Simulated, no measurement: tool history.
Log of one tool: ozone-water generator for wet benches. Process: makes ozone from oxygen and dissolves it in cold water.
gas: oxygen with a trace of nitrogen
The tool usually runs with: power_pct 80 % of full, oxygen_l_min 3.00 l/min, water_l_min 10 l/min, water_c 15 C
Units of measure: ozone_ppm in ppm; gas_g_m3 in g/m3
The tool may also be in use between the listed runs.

run 1 hour=0.0 | power_pct=80 oxygen_l_min=3.00 water_l_min=10 water_c=15 | ozone_ppm=34.6 gas_g_m3=264.0
run 2 hour=55.5 | power_pct=80 oxygen_l_min=3.00 water_l_min=10 water_c=15 | ozone_ppm=34.0 gas_g_m3=265.8
run 3 hour=123.2 | power_pct=80 oxygen_l_min=3.00 water_l_min=10 water_c=15 | ozone_ppm=34.5 gas_g_m3=265.1
run 4 hour=154.0 | power_pct=80 oxygen_l_min=3.11 water_l_min=10 water_c=15 | ozone_ppm=34.7 gas_g_m3=260.0
run 5 hour=201.5 | power_pct=80 oxygen_l_min=3.11 water_l_min=10 water_c=15 | ozone_ppm=34.6 gas_g_m3=261.3
run 6 hour=253.1 | power_pct=80 oxygen_l_min=3.11 water_l_min=10 water_c=15 | ozone_ppm=34.2 gas_g_m3=261.3
run 7 hour=307.1 | power_pct=50 oxygen_l_min=3.00 water_l_min=10 water_c=15 | ozone_ppm=26.7 gas_g_m3=207.1
run 8 hour=356.7 | power_pct=80 oxygen_l_min=3.17 water_l_min=10 water_c=15 | ozone_ppm=34.7 gas_g_m3=261.3
run 9 hour=409.0 | power_pct=80 oxygen_l_min=3.00 water_l_min=10 water_c=15 | ozone_ppm=34.5 gas_g_m3=266.0
run 10 hour=449.8 | power_pct=80 oxygen_l_min=3.00 water_l_min=10 water_c=15 | ozone_ppm=34.2 gas_g_m3=265.8
run 11 hour=507.1 | power_pct=80 oxygen_l_min=3.00 water_l_min=10 water_c=15 | ozone_ppm=34.4 gas_g_m3=266.9
run 12 hour=574.8 | power_pct=56 oxygen_l_min=3.00 water_l_min=10 water_c=15 | ozone_ppm=28.3 gas_g_m3=220.4
run 13 hour=642.8 | power_pct=80 oxygen_l_min=3.00 water_l_min=10 water_c=15 | ozone_ppm=34.6 gas_g_m3=267.6
run 14 hour=696.4 | power_pct=80 oxygen_l_min=3.00 water_l_min=10 water_c=15 | ozone_ppm=34.5 gas_g_m3=267.9
run 15 hour=764.4 | power_pct=80 oxygen_l_min=1.76 water_l_min=10 water_c=15 | ozone_ppm=31.4 gas_g_m3=333.4
run 16 hour=806.0 | power_pct=80 oxygen_l_min=1.76 water_l_min=10 water_c=15 | ozone_ppm=31.2 gas_g_m3=333.9
run 17 hour=850.7 | power_pct=80 oxygen_l_min=1.76 water_l_min=10 water_c=15 | ozone_ppm=31.4 gas_g_m3=340.6
run 18 hour=889.5 | power_pct=80 oxygen_l_min=1.52 water_l_min=10 water_c=15 | ozone_ppm=30.1 gas_g_m3=356.7
run 19 hour=919.1 | power_pct=85 oxygen_l_min=3.00 water_l_min=14 water_c=15 | ozone_ppm=26.4 gas_g_m3=277.0
run 20 hour=983.2 | power_pct=85 oxygen_l_min=1.82 water_l_min=12 water_c=15 | ozone_ppm=27.4 gas_g_m3=342.5
run 21 hour=1016.4 | power_pct=85 oxygen_l_min=1.82 water_l_min=12 water_c=15 | ozone_ppm=27.4 gas_g_m3=342.0
run 22 hour=1051.1 | power_pct=63 oxygen_l_min=3.00 water_l_min=10 water_c=15 | ozone_ppm=30.5 gas_g_m3=237.9
run 23 hour=1092.4 | power_pct=49 oxygen_l_min=3.00 water_l_min=10 water_c=15 | ozone_ppm=26.8 gas_g_m3=207.6
run 24 hour=1142.7 | power_pct=49 oxygen_l_min=3.00 water_l_min=10 water_c=15 | ozone_ppm=26.4 gas_g_m3=208.5
run 25 hour=1175.1 | power_pct=43 oxygen_l_min=1.96 water_l_min=10 water_c=18 | ozone_ppm=22.4 gas_g_m3=235.6
run 26 hour=1229.4 | power_pct=80 oxygen_l_min=3.53 water_l_min=13 water_c=15 | ozone_ppm=28.2 gas_g_m3=250.9
run 27 hour=1257.2 | power_pct=80 oxygen_l_min=3.53 water_l_min=13 water_c=15 | ozone_ppm=28.4 gas_g_m3=252.3
run 28 hour=1308.6 | power_pct=80 oxygen_l_min=3.53 water_l_min=13 water_c=15 | ozone_ppm=28.1 gas_g_m3=253.8
run 29 hour=1356.8 | power_pct=41 oxygen_l_min=1.80 water_l_min=11 water_c=9 | ozone_ppm=21.6 gas_g_m3=237.1
run 30 hour=1389.7 | power_pct=41 oxygen_l_min=1.80 water_l_min=11 water_c=9 | ozone_ppm=21.5 gas_g_m3=235.0
run 31 hour=1448.6 | power_pct=80 oxygen_l_min=3.00 water_l_min=12 water_c=15 | ozone_ppm=29.4 gas_g_m3=273.3
run 32 hour=1494.2 | power_pct=78 oxygen_l_min=3.00 water_l_min=10 water_c=15 | ozone_ppm=34.1 gas_g_m3=266.7
run 33 hour=1545.6 | power_pct=91 oxygen_l_min=3.00 water_l_min=9 water_c=15 | ozone_ppm=39.9 gas_g_m3=289.9
run 34 hour=1577.1 | power_pct=55 oxygen_l_min=2.55 water_l_min=11 water_c=15 | ozone_ppm=25.6 gas_g_m3=240.0

Same runs, no hidden state in the tool, same run-to-run variation:
Unlogged tool condition in this case: yield of the discharge, % of new electrodes'; contactor's efficiency, % of a clean one's; true water temperature over the reading, C; drift of the gauge itself on ozone_ppm, %; drift of the gauge itself on gas_g_m3, %.
run=1 gas_g_m3=264.1
run=2 gas_g_m3=265.6
run=3 gas_g_m3=264.6
run=4 gas_g_m3=259.4
run=5 gas_g_m3=260.4
run=6 gas_g_m3=260.2
run=7 gas_g_m3=206.1
run=8 gas_g_m3=259.7
run=9 gas_g_m3=264.1
run=10 gas_g_m3=263.7
run=11 gas_g_m3=264.6
run=12 gas_g_m3=218.2
run=13 gas_g_m3=264.6
run=14 gas_g_m3=264.7
run=15 gas_g_m3=329.0
run=16 gas_g_m3=329.2
run=17 gas_g_m3=335.6
run=18 gas_g_m3=351.2
run=19 gas_g_m3=272.6
run=20 gas_g_m3=336.7
run=21 gas_g_m3=336.0
run=22 gas_g_m3=233.6
run=23 gas_g_m3=203.7
run=24 gas_g_m3=204.4
run=25 gas_g_m3=230.8
run=26 gas_g_m3=245.6
run=27 gas_g_m3=246.8
run=28 gas_g_m3=248.0
run=29 gas_g_m3=231.5
run=30 gas_g_m3=229.3
run=31 gas_g_m3=266.5
run=32 gas_g_m3=259.8
run=33 gas_g_m3=282.2
run=34 gas_g_m3=233.4
For ozone_ppm, the value without the hidden state is never more than 0.1 ppm from the measured value.
